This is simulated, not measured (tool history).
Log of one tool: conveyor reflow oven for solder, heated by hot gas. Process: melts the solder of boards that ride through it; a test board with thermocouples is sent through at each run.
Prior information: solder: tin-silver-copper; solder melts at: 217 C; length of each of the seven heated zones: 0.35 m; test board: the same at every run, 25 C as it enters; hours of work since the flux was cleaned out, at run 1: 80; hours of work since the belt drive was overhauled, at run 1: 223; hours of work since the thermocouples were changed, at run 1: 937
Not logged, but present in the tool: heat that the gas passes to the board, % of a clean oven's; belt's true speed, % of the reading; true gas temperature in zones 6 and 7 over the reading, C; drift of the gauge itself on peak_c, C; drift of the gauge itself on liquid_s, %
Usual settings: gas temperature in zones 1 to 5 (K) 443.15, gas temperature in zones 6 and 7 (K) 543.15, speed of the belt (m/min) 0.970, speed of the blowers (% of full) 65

run   hour  gas temperature in zones 1 to 5 (K)  gas temperature in zones 6 and 7 (K)  speed of the belt (m/min)  speed of the blowers (% of full)  hours of work since the flux was cleaned out  hours of work since the belt drive was overhauled  hours of work since the thermocouples were changed  highest temperature of the board (K)  time above the solder's melting point (s)
  1    0.0                               443.15                                543.15                      0.970                                65                                            80                                                223                                                 937                                525.05                                       30.9
  2   24.1                               443.15                                543.15                      0.970                                65                                            96                                                239                                                 954                                524.95                                       30.8
      30.1  -- thermocouples of zones 6 and 7 changed
  3   39.8                               443.15                                543.15                      0.970                                65                                           106                                                249                                                   7                                523.15                                       30.1
  4   51.7                               443.15                                543.15                      0.970                                65                                           114                                                257                                                  15                                523.15                                       29.9
  5   65.2                               443.15                                543.15                      0.970                                65                                           123                                                266                                                  24                                522.85                                       30.0
  6   86.2                               443.15                                543.15                      0.970                                65                                           138                                                281                                                  39                                522.95                                       30.1
  7  114.7                               443.15                                543.15                      0.970                                65                                           158                                                301                                                  59                                523.15                                       30.1
  8  135.3                               443.15                                543.15                      0.970                                65                                           172                                                315                                                  73                                523.05                                       29.8
  9  152.4                               443.15                                543.15                      0.970                                65                                           184                                                327                                                  85                                522.55                                       29.7
     168.2  -- flux residue cleaned out of gas plates and filters
 10  171.3                               443.15                                543.15                      0.970                                65                                             2                                                336                                                  94                                524.15                                       30.7
 11  190.0                               443.15                                543.15                      0.970                                65                                            15                                                349                                                 107                                523.95                                       30.5
 12  210.0                               443.15                                543.15                      0.970                                61                                            29                                                363                                                 121                                521.85                                       29.6
 13  231.3                               443.15                                538.15                      0.970                                61                                            44                                                378                                                 136                                518.05                                       27.3
 14  254.4                               443.15                                538.15                      0.970                                61                                            60                                                394                                                 152                                518.05                                       27.3
 15  275.2                               443.15                                543.15                      0.970                                65                                            74                                                408                                                 166                                523.65                                       30.3
 16  300.2                               443.15                                543.15                      0.970                                65                                            91                                                425                                                 183                                523.65                                       30.5
 17  325.7                               443.15                                548.15                      0.970                                87                                           109                                                443                                                 201                                534.45                                       35.2
 18  341.3                               443.15                                548.15                      0.970                                55                                           120                                                454                                                 212                                523.15                                       29.8
 19  366.2                               447.15                                548.15                      0.927                                55                                           137                                                471                                                 229                                526.35                                       33.7
 20  384.4                               441.15                                543.15                      0.789                                89                                           150                                                484                                                 242                                535.35                                       44.2
 21  406.3                               458.15                                543.15                      0.847                                65                                           165                                                499                                                 257                                530.55                                       42.2
 22  434.7                               435.15                                543.15                      0.970                                56                                           184                                                518                                                 277                                517.45                                       25.3
     451.2  -- flux residue cleaned out of gas plates and filters
 23  465.2                               435.15                                543.15                      0.970                                56                                            10                                                536                                                 294                                519.25                                       26.4
 24  488.1                               430.15                                557.15                      0.970                                90                                            26                                                552                                                 310                                543.05                                       35.7
 25  503.3                               430.15                                557.15                      0.970                                90                                            36                                                562                                                 321                                542.75                                       35.6
 26  518.0                               445.15                                537.15                      1.053                                56                                            46                                                573                                                 331                                512.95                                       22.1
 27  535.5                               445.15                                537.15                      1.021                                86                                            58                                                585                                                 343                                524.15                                       30.3
 28  549.6                               451.15                                532.15                      0.970                                55                                            68                                                595                                                 353                                512.65                                       25.9
 29  574.4                               436.15                                553.15                      0.851                                62                                            85                                                612                                                 370                                535.35                                       38.9
 30  603.5                               436.15                                553.15                      0.890                                63                                           105                                                632                                                 390                                534.25                                       36.7
 31  623.0                               456.15                                543.15                      0.970                                66                                           119                                                645                                                 403                                526.95                                       34.8

Some steps in highest temperature of the board (K) between neighbouring runs. How much of each would the tool show without its hidden state too (settings, what came in, random variation), and how much is left for the hidden state, with any gauge scatter that isn't in both results?
Run 2 -> 3: thermocouples of zones 6 and 7 changed. highest temperature of the board (K) -1.80: hidden state -1.80, all else +0.00.
Run 9 -> 10: flux residue cleaned out of gas plates and filters. highest temperature of the board (K) +1.60: hidden state +1.30, all else +0.30.
Run 22 -> 23: flux residue cleaned out of gas plates and filters. highest temperature of the board (K) +1.80: hidden state +1.50, all else +0.30.
Run 23 -> 24: gas temperature in zones 1 to 5 (K) 435.15 -> 430.15, gas temperature in zones 6 and 7 (K) 543.15 -> 557.15, speed of the blowers (% of full) 56 -> 90. highest temperature of the board (K) +23.80: hidden state -0.20, all else +24.00.
Run 25 -> 26: gas temperature in zones 1 to 5 (K) 430.15 -> 445.15, gas temperature in zones 6 and 7 (K) 557.15 -> 537.15, speed of the belt (m/min) 0.970 -> 1.053, speed of the blowers (% of full) 90 -> 56. highest temperature of the board (K) -29.80: hidden state +0.00, all else -29.80.
Run 28 -> 29: gas temperature in zones 1 to 5 (K) 451.15 -> 436.15, gas temperature in zones 6 and 7 (K) 532.15 -> 553.15, speed of the belt (m/min) 0.970 -> 0.851, speed of the blowers (% of full) 55 -> 62. highest temperature of the board (K) +22.70: hidden state +0.00, all else +22.70.
